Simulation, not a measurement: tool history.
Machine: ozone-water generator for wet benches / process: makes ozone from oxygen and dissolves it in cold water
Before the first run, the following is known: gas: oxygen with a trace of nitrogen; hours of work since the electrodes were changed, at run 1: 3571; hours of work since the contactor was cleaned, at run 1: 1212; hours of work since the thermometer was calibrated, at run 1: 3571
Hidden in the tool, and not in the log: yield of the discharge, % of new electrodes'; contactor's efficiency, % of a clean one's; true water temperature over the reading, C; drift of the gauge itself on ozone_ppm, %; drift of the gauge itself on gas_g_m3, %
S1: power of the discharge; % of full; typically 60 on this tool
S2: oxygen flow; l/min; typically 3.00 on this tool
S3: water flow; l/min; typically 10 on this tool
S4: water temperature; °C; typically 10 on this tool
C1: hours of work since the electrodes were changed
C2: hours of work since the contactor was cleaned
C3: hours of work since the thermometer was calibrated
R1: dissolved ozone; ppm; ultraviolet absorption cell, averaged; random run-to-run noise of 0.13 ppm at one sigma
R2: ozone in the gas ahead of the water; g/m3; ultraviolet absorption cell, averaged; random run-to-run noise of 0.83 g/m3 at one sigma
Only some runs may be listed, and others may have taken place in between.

{"run": 1, "day": 0.0, "S1": 60, "S2": 3.0, "S3": 10, "S4": 10, "C1": 3571, "C2": 1212, "C3": 3571, "R1": 13.6, "R2": 130.5}
{"run": 2, "day": 4.408, "S1": 60, "S2": 3.0, "S3": 10, "S4": 10, "C1": 3639, "C2": 1281, "C3": 3639, "R1": 13.7, "R2": 132.4}
{"run": 3, "day": 7.121, "S1": 60, "S2": 3.0, "S3": 10, "S4": 10, "C1": 3682, "C2": 1323, "C3": 3682, "R1": 13.6, "R2": 131.4}
{"run": 4, "day": 10.325, "S1": 60, "S2": 3.0, "S3": 10, "S4": 10, "C1": 3732, "C2": 1373, "C3": 3732, "R1": 13.6, "R2": 132.1}
{"run": 5, "day": 13.762, "S1": 60, "S2": 3.0, "S3": 10, "S4": 10, "C1": 3786, "C2": 1427, "C3": 3786, "R1": 13.7, "R2": 132.8}
{"run": 6, "day": 17.8, "S1": 60, "S2": 3.0, "S3": 10, "S4": 10, "C1": 3849, "C2": 1490, "C3": 3849, "R1": 13.5, "R2": 131.0}
{"run": 7, "day": 23.333, "S1": 60, "S2": 3.0, "S3": 10, "S4": 10, "C1": 3935, "C2": 1576, "C3": 3935, "R1": 13.6, "R2": 131.9}
{"run": 8, "day": 29.358, "S1": 60, "S2": 3.0, "S3": 10, "S4": 10, "C1": 4029, "C2": 1670, "C3": 4029, "R1": 13.5, "R2": 131.4}
{"run": 9, "day": 32.85, "S1": 60, "S2": 3.0, "S3": 10, "S4": 10, "C1": 4084, "C2": 1725, "C3": 4084, "R1": 13.5, "R2": 132.7}
{"run": 10, "day": 36.021, "S1": 60, "S2": 3.0, "S3": 10, "S4": 10, "C1": 4133, "C2": 1774, "C3": 4133, "R1": 13.5, "R2": 131.4}
{"run": 11, "day": 39.438, "S1": 60, "S2": 3.0, "S3": 10, "S4": 10, "C1": 4187, "C2": 1828, "C3": 4187, "R1": 13.8, "R2": 132.9}
{"run": 12, "day": 44.288, "S1": 60, "S2": 3.0, "S3": 10, "S4": 10, "C1": 4262, "C2": 1903, "C3": 4262, "R1": 13.7, "R2": 132.5}
{"run": 13, "day": 48.379, "S1": 60, "S2": 2.92, "S3": 8, "S4": 10, "C1": 4326, "C2": 1967, "C3": 4326, "R1": 17.0, "R2": 134.7}
{"run": 14, "day": 52.375, "S1": 60, "S2": 2.92, "S3": 8, "S4": 10, "C1": 4389, "C2": 2030, "C3": 4389, "R1": 16.8, "R2": 132.8}
{"run": 15, "day": 56.483, "S1": 45, "S2": 3.0, "S3": 10, "S4": 9, "C1": 4453, "C2": 2094, "C3": 4453, "R1": 10.8, "R2": 102.2}
{"run": 16, "day": 62.25, "S1": 45, "S2": 3.0, "S3": 10, "S4": 9, "C1": 4543, "C2": 2184, "C3": 4543, "R1": 10.6, "R2": 102.2}
{"run": 17, "day": 67.121, "S1": 84, "S2": 1.95, "S3": 9, "S4": 9, "C1": 4619, "C2": 2260, "C3": 4619, "R1": 19.2, "R2": 210.0}
{"run": 18, "day": 72.021, "S1": 68, "S2": 3.0, "S3": 7, "S4": 18, "C1": 4696, "C2": 2337, "C3": 4696, "R1": 18.6, "R2": 147.5}
{"run": 19, "day": 76.354, "S1": 68, "S2": 3.0, "S3": 7, "S4": 18, "C1": 4763, "C2": 2404, "C3": 4763, "R1": 18.4, "R2": 148.3}
{"run": 20, "day": 81.104, "S1": 68, "S2": 3.0, "S3": 7, "S4": 18, "C1": 4837, "C2": 2479, "C3": 4837, "R1": 18.4, "R2": 146.6}
{"run": 21, "day": 85.512, "S1": 68, "S2": 3.0, "S3": 7, "S4": 18, "C1": 4906, "C2": 2547, "C3": 4906, "R1": 18.5, "R2": 148.7}
{"run": 22, "day": 88.625, "S1": 68, "S2": 3.0, "S3": 7, "S4": 18, "C1": 4955, "C2": 2596, "C3": 4955, "R1": 18.8, "R2": 147.4}
{"run": 23, "day": 93.421, "S1": 53, "S2": 2.74, "S3": 10, "S4": 11, "C1": 5030, "C2": 2671, "C3": 5030, "R1": 11.7, "R2": 123.9}
{"run": 24, "day": 98.833, "S1": 80, "S2": 3.85, "S3": 10, "S4": 11, "C1": 5114, "C2": 2755, "C3": 5114, "R1": 17.6, "R2": 153.1}

Below are 3 alternative next runs, each starting from the tool's condition after run 24. Predict each:
{"run": "A", "day": 102.188, "S1": 60, "S2": 3.0, "S3": 13, "S4": 10, "C1": 5167, "C2": 2808, "C3": 5167, "R1": "?", "R2": "?"}
{"run": "B", "day": 102.188, "S1": 60, "S2": 3.0, "S3": 15, "S4": 8, "C1": 5167, "C2": 2808, "C3": 5167, "R1": "?", "R2": "?"}
{"run": "C", "day": 102.188, "S1": 98, "S2": 3.85, "S3": 7, "S4": 11, "C1": 5167, "C2": 2808, "C3": 5167, "R1": "?", "R2": "?"}

run=A R1=10.3 R2=130.9
run=B R1=8.9 R2=132.1
run=C R1=29.3 R2=183.6
With the hidden condition removed and each run's random variation left untouched, the same runs would have given:
run=A R1=10.3 R2=131.0
run=B R1=8.9 R2=132.2
run=C R1=29.3 R2=184.0

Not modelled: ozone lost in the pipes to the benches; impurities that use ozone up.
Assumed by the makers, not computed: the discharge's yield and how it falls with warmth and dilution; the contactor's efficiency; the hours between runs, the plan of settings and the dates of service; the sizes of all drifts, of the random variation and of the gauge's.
